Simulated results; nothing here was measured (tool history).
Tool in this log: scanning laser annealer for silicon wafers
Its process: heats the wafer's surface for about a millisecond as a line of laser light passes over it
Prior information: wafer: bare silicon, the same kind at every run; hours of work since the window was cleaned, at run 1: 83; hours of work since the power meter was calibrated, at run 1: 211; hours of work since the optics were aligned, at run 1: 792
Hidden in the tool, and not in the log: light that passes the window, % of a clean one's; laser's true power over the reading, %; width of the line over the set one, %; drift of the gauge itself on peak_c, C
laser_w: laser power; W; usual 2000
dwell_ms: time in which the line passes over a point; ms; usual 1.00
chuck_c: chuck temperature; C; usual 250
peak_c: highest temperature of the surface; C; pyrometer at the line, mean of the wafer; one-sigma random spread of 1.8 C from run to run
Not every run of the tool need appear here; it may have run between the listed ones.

run,hour,laser_w,dwell_ms,chuck_c,hours of work since the window was cleaned,hours of work since the power meter was calibrated,hours of work since the optics were aligned,peak_c
1,0.0,2000,1.00,250,83,211,792,1011
2,13.6,2000,0.84,250,89,217,797,935
3,33.5,2000,0.84,250,97,225,805,933
4,50.6,2000,0.84,250,104,232,813,933
5,64.4,2000,0.84,250,110,238,818,931
6,76.8,2000,0.84,250,115,243,823,934
7,93.1,2000,1.00,283,122,250,830,1038
8,109.8,2000,1.00,263,129,256,837,1015
9,123.3,2000,1.00,250,134,262,842,1001
10,142.3,2000,1.00,250,142,270,850,1004
11,152.0,2000,1.00,250,146,274,854,1000
12,167.6,2000,1.00,250,152,280,861,1004
# hour 174.1: optics aligned, line set to its width
13,191.4,1839,1.11,266,160,288,7,984
14,200.7,1839,0.89,273,164,292,11,908
# hour 209.3: optics aligned, line set to its width, once more
15,223.0,2000,1.08,224,171,299,6,1021
16,234.6,1776,0.71,277,176,304,10,824
17,252.3,2163,1.11,269,183,311,18,1156
18,267.4,1752,1.00,224,189,317,24,881
19,279.4,1915,1.00,218,194,322,29,945
20,290.4,1907,0.99,255,199,327,33,972
21,302.8,1907,0.99,255,204,332,38,975
22,315.5,1907,0.99,255,209,337,44,971

Alternative continuations, all from the tool just after run 22; predict every row:
A,326.5,1786,0.92,255,214,342,48,?
B,326.5,1882,1.00,231,214,342,48,?
C,326.5,2000,0.75,250,214,342,48,?
D,326.5,1907,1.04,266,214,342,48,?

run,peak_c
A,891
B,941
C,895
D,1005
Without the tool's hidden state the same runs would have given:
run,peak_c
A,899
B,950
C,903
D,1014
